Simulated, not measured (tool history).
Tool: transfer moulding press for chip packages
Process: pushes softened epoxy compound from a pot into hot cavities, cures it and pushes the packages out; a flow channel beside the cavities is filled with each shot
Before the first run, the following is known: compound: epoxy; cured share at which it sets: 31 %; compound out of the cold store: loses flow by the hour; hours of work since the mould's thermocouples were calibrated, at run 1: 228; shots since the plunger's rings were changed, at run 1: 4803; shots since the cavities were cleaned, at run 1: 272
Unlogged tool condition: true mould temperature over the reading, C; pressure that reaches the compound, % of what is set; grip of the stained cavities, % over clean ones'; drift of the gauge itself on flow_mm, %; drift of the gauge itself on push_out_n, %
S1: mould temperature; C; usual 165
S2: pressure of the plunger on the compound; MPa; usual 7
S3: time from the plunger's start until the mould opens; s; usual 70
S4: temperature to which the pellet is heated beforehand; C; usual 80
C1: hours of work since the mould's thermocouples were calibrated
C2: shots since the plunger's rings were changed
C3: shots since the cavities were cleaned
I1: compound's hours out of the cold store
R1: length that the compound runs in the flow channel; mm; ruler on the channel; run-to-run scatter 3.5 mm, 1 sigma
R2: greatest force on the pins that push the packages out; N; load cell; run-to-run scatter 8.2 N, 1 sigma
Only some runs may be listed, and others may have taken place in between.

run 1 hour=0 | S1=165 S2=7 S3=70 S4=80 | C1=228 C2=4803 C3=272 | I1=22.1 | R1=610 R2=350
-- hour=14 cavities cleaned with cleaning compound and waxed
run 2 hour=27.4 | S1=165 S2=7 S3=70 S4=80 | C1=246 C2=5191 C3=200 | I1=24.4 | R1=607 R2=371
-- hour=44.5 cavities cleaned with cleaning compound and waxed
run 3 hour=58.7 | S1=165 S2=7 S3=70 S4=80 | C1=266 C2=5637 C3=211 | I1=10.5 | R1=637 R2=367
-- hour=75.9 cavities cleaned with cleaning compound and waxed
run 4 hour=75.9 | S1=165 S2=7 S3=70 S4=80 | C1=277 C2=5873 C3=0 | I1=19.5 | R1=616 R2=340
run 5 hour=92.9 | S1=165 S2=7 S3=70 S4=80 | C1=289 C2=6128 C3=255 | I1=8.8 | R1=626 R2=353
-- hour=106.9 cavities cleaned with cleaning compound and waxed
run 6 hour=111.1 | S1=165 S2=7 S3=70 S4=80 | C1=300 C2=6377 C3=62 | I1=43.3 | R1=581 R2=353
-- hour=138 cavities cleaned with cleaning compound and waxed
run 7 hour=142.2 | S1=165 S2=7 S3=70 S4=80 | C1=320 C2=6821 C3=63 | I1=15.6 | R1=619 R2=349
-- hour=156 plunger's sealing rings changed
-- hour=172 cavities cleaned with cleaning compound and waxed
run 8 hour=172 | S1=165 S2=7 S3=70 S4=80 | C1=338 C2=217 C3=0 | I1=36.2 | R1=586 R2=342
run 9 hour=185.9 | S1=165 S2=7 S3=70 S4=80 | C1=347 C2=426 C3=209 | I1=36.7 | R1=587 R2=352
-- hour=201.6 cavities cleaned with cleaning compound and waxed
run 10 hour=213.6 | S1=165 S2=7 S3=70 S4=80 | C1=365 C2=818 C3=180 | I1=30.6 | R1=601 R2=352
-- hour=233 cavities cleaned with cleaning compound and waxed
run 11 hour=242.9 | S1=165 S2=7 S3=70 S4=80 | C1=384 C2=1234 C3=147 | I1=41.9 | R1=580 R2=330
-- hour=262.6 cavities cleaned with cleaning compound and waxed
run 12 hour=266.6 | S1=158 S2=7 S3=70 S4=80 | C1=399 C2=1567 C3=60 | I1=22.5 | R1=644 R2=626
run 13 hour=286.4 | S1=158 S2=7 S3=70 S4=80 | C1=413 C2=1863 C3=356 | I1=14 | R1=649 R2=647
-- hour=293.4 cavities cleaned with cleaning compound and waxed
run 14 hour=318.4 | S1=158 S2=7 S3=70 S4=80 | C1=434 C2=2320 C3=375 | I1=26.9 | R1=626 R2=658
-- hour=322.7 cavities cleaned with cleaning compound and waxed
run 15 hour=338.5 | S1=158 S2=7 S3=70 S4=80 | C1=446 C2=2599 C3=237 | I1=12.1 | R1=658 R2=697
-- hour=353.1 cavities cleaned with cleaning compound and waxed
run 16 hour=372.8 | S1=158 S2=7 S3=70 S4=80 | C1=469 C2=3091 C3=295 | I1=39.6 | R1=604 R2=643
-- hour=383.5 cavities cleaned with cleaning compound and waxed
run 17 hour=401.5 | S1=161 S2=7 S3=60 S4=73 | C1=487 C2=3498 C3=270 | I1=30.5 | R1=618 R2=710
-- hour=414 cavities cleaned with cleaning compound and waxed
run 18 hour=432.4 | S1=161 S2=7 S3=60 S4=73 | C1=507 C2=3939 C3=276 | I1=37.7 | R1=601 R2=680
-- hour=443.9 cavities cleaned with cleaning compound and waxed
run 19 hour=452 | S1=159 S2=7 S3=70 S4=80 | C1=520 C2=4210 C3=122 | I1=18.4 | R1=643 R2=620
-- hour=474.9 cavities cleaned with cleaning compound and waxed
run 20 hour=486.7 | S1=159 S2=7 S3=70 S4=80 | C1=542 C2=4707 C3=177 | I1=35.3 | R1=612 R2=570
run 21 hour=501.8 | S1=159 S2=7 S3=70 S4=80 | C1=553 C2=4933 C3=403 | I1=13.1 | R1=648 R2=618
-- hour=505.3 cavities cleaned with cleaning compound and waxed
run 22 hour=524.5 | S1=159 S2=7 S3=70 S4=80 | C1=567 C2=5250 C3=287 | I1=23.2 | R1=636 R2=596
-- hour=536 cavities cleaned with cleaning compound and waxed
run 23 hour=548.8 | S1=159 S2=7 S3=108 S4=83 | C1=583 C2=5592 C3=191 | I1=28.8 | R1=617 R2=281
-- hour=565.5 cavities cleaned with cleaning compound and waxed
run 24 hour=576.5 | S1=162 S2=7 S3=70 S4=77 | C1=600 C2=5984 C3=163 | I1=10 | R1=644 R2=467
-- hour=595.5 cavities cleaned with cleaning compound and waxed
run 25 hour=601.6 | S1=162 S2=7 S3=70 S4=77 | C1=617 C2=6339 C3=92 | I1=30.3 | R1=613 R2=453
-- hour=617.7 mould's thermocouples calibrated
-- hour=628.7 cavities cleaned with cleaning compound and waxed
run 26 hour=633.6 | S1=165 S2=7 S3=97 S4=80 | C1=10 C2=6764 C3=72 | I1=29.2 | R1=600 R2=259
-- hour=650.8 plunger's sealing rings changed
-- hour=661.1 cavities cleaned with cleaning compound and waxed
run 27 hour=661.1 | S1=165 S2=7 S3=97 S4=80 | C1=26 C2=132 C3=0 | I1=33 | R1=589 R2=254

Below are 3 alternative next runs, each starting from the tool's condition after run 27. Predict each:
run A hour=676.5 | S1=167 S2=6.92 S3=97 S4=79 | C1=36 C2=363 C3=231 | I1=29.4 | R1=? R2=?
run B hour=676.5 | S1=158 S2=7 S3=100 S4=72 | C1=36 C2=363 C3=231 | I1=47.4 | R1=? R2=?
run C hour=676.5 | S1=165 S2=7 S3=72 S4=83 | C1=36 C2=363 C3=231 | I1=43.3 | R1=? R2=?

run=A R1=589 R2=255
run=B R1=598 R2=313
run=C R1=579 R2=315
Stripped of hidden state, with their random variation kept, the same runs would have yielded:
run=A R1=589 R2=253
run=B R1=598 R2=310
run=C R1=579 R2=313
